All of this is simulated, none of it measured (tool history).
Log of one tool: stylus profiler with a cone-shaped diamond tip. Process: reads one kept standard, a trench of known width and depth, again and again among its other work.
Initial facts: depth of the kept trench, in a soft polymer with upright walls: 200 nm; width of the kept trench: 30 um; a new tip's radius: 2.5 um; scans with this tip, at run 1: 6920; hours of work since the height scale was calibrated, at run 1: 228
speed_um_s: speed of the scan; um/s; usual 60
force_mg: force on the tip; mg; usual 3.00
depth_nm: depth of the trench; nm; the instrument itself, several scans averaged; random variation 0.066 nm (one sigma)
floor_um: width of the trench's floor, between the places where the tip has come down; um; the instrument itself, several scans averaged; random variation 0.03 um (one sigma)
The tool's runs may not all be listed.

run,hour,speed_um_s,force_mg,scans with this tip,hours of work since the height scale was calibrated,depth_nm,floor_um
1,0.0,60,3.00,6920,228,202.24,27.57
2,34.4,60,3.00,7031,246,202.05,27.49
3,82.3,60,3.00,7186,271,202.17,27.46
4,131.0,60,1.09,7343,296,201.04,27.34
5,154.6,60,3.00,7419,308,202.18,27.48
6,198.6,60,3.00,7560,331,202.12,27.51
7,250.3,60,3.00,7727,358,202.25,27.41
8,297.6,60,3.00,7880,382,202.14,27.49
9,327.5,60,3.00,7976,398,202.07,27.45
10,378.5,33,3.00,8141,424,202.01,27.53
11,423.2,33,3.00,8284,447,202.17,27.58
12,469.4,33,3.00,8434,471,201.95,27.52
13,506.2,37,3.00,8552,490,202.04,27.49
14,536.9,37,3.00,8651,506,201.99,27.50
15,562.6,17,3.00,8734,519,202.03,27.58
16,604.2,17,3.00,8868,541,201.95,27.59
17,649.7,18,3.00,9015,564,201.99,27.60
18,697.8,44,3.00,9170,589,202.00,27.50
19,745.5,44,3.00,9323,614,201.94,27.47
20,790.7,44,3.00,9469,637,201.79,27.52
21,827.2,60,3.00,9587,656,201.89,27.40
22,875.5,60,4.88,9743,681,202.92,27.47
23,918.5,60,4.88,9881,703,202.73,27.41
24,964.5,27,4.88,10029,727,202.75,27.51
25,1000.9,19,2.93,10147,746,201.91,27.48
26,1030.8,54,5.49,10243,761,203.05,27.45
27,1073.1,99,2.63,10380,783,201.55,27.21
28,1107.7,99,2.63,10491,801,201.58,27.20
29,1137.5,45,2.70,10587,817,201.68,27.39
# hour 1168.5: height scale calibrated on a step standard
30,1174.1,41,1.08,10704,3,201.17,27.27
31,1209.2,204,1.39,10817,21,201.46,26.44
32,1248.4,24,2.82,10943,41,202.37,27.45
33,1290.5,35,1.67,11079,63,201.64,27.37
34,1333.6,35,5.81,11217,85,203.69,27.46
35,1364.7,215,1.78,11318,101,201.70,26.46
36,1395.7,15,1.03,11418,118,201.27,27.43
37,1432.3,29,4.48,11536,136,203.04,27.45
38,1474.7,50,3.00,11673,158,202.35,27.34
39,1516.3,158,2.69,11807,180,202.23,26.90
40,1559.2,15,5.74,11945,202,203.57,27.46
41,1591.0,60,5.41,12047,219,203.38,27.31
42,1642.0,60,5.41,12212,245,203.48,27.31
43,1668.0,60,5.41,12296,258,203.54,27.33
44,1724.2,60,4.47,12477,288,202.94,27.33
45,1756.6,98,1.25,12581,304,201.11,26.95
46,1785.1,153,3.00,12673,319,202.18,26.93
47,1822.7,31,2.93,12794,338,202.24,27.30

Below, each run's measurement less what the same run would have read without the hidden state. Both values contain the same run-to-run variation, but the gauge's scatter may not be the same in both:
Hidden state present: radius of the tip, um; height scale over the true one, %; drift of the gauge itself on depth_nm, %; drift of the gauge itself on floor_um, %.
run,depth_nm,floor_um
1,-0.19,-0.31
2,-0.20,-0.31
3,-0.22,-0.32
4,-0.24,-0.33
5,-0.25,-0.32
6,-0.28,-0.34
7,-0.30,-0.34
8,-0.31,-0.35
9,-0.32,-0.35
10,-0.34,-0.36
11,-0.37,-0.36
12,-0.38,-0.37
13,-0.40,-0.38
14,-0.41,-0.39
15,-0.42,-0.39
16,-0.43,-0.39
17,-0.45,-0.40
18,-0.47,-0.40
19,-0.49,-0.41
20,-0.50,-0.42
21,-0.52,-0.43
22,-0.54,-0.43
23,-0.56,-0.44
24,-0.59,-0.44
25,-0.59,-0.44
26,-0.61,-0.46
27,-0.62,-0.45
28,-0.63,-0.46
29,-0.65,-0.46
30,+0.04,-0.48
31,+0.04,-0.48
32,+0.01,-0.49
33,+0.00,-0.48
34,-0.02,-0.49
35,-0.03,-0.49
36,-0.04,-0.50
37,-0.05,-0.50
38,-0.07,-0.51
39,-0.09,-0.52
40,-0.11,-0.52
41,-0.12,-0.52
42,-0.14,-0.53
43,-0.15,-0.54
44,-0.18,-0.54
45,-0.18,-0.55
46,-0.20,-0.55
47,-0.21,-0.55
